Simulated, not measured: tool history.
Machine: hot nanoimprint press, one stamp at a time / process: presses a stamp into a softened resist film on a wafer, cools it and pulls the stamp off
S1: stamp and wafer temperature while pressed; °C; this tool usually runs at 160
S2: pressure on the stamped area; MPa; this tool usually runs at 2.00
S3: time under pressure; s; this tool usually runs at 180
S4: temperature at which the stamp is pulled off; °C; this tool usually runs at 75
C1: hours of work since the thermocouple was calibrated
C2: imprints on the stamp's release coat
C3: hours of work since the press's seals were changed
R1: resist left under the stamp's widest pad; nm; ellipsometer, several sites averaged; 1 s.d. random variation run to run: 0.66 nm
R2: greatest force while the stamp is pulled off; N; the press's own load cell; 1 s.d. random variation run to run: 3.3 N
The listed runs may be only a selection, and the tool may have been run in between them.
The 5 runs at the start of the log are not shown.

run	hour	S1	S2	S3	S4	C1	C2	C3	R1	R2
6	158.1	160	2.00	180	75	143	202	906	257.1	171
7	183.3	160	2.00	180	75	156	270	918	256.2	176
8	206.8	160	2.00	180	75	167	334	930	256.1	187
9	243.2	160	2.00	180	75	185	432	947	257.8	181
# hour 261.9: press's hydraulic seals changed and the load cell set to zero
10	291.3	151	2.00	180	75	204	541	14	366.9	200
11	337.9	151	2.00	180	75	227	667	37	365.9	196
12	378.9	151	2.00	180	81	247	778	57	365.2	192
13	405.5	160	2.75	180	75	260	850	70	208.4	216
# hour 411.4: plate thermocouple calibrated
14	440.7	160	2.75	180	75	14	937	86	204.9	225
15	469.8	160	2.75	180	75	28	1016	100	206.4	223
16	516.4	172	1.74	116	75	51	1142	122	167.4	237
17	543.1	160	2.71	180	72	64	1214	135	207.2	265
18	566.9	160	2.71	131	72	76	1278	147	231.5	263
19	589.7	160	2.00	180	80	87	1340	158	240.5	246
20	610.5	160	2.00	180	80	97	1397	168	238.8	234
21	649.1	164	1.44	140	75	116	1501	187	252.1	266
22	687.8	164	1.44	140	75	135	1606	206	251.0	278
# hour 698.5: plate thermocouple calibrated, once more
23	733.8	158	1.44	175	77	17	1722	227	321.1	272
24	757.7	160	1.32	180	75	29	1787	238	304.0	288
25	786.0	169	2.03	345	72	43	1863	252	123.6	314
26	817.4	157	2.00	203	63	58	1948	267	281.4	370
27	849.8	160	2.00	225	81	74	2036	283	233.3	286
# hour 858.6: stamp cleaned and given a new release coat
28	901.0	160	2.00	180	66	96	114	305	252.0	190
29	922.5	149	2.00	259	75	106	173	316	370.6	168
30	956.7	157	1.31	307	75	123	265	332	294.9	179

Forecast each of these 3 alternatives for the next run:
A	984.1	148	2.26	120	75	136	339	346	?	?
B	984.1	157	2.81	307	75	136	339	346	?	?
C	984.1	160	2.00	180	75	136	339	346	?	?

run	R1	R2
A	424.8	185
B	208.7	181
C	252.5	186
Without the tool's hidden state the same runs would have given:
run	R1	R2
A	424.1	163
B	206.5	159
C	251.5	163
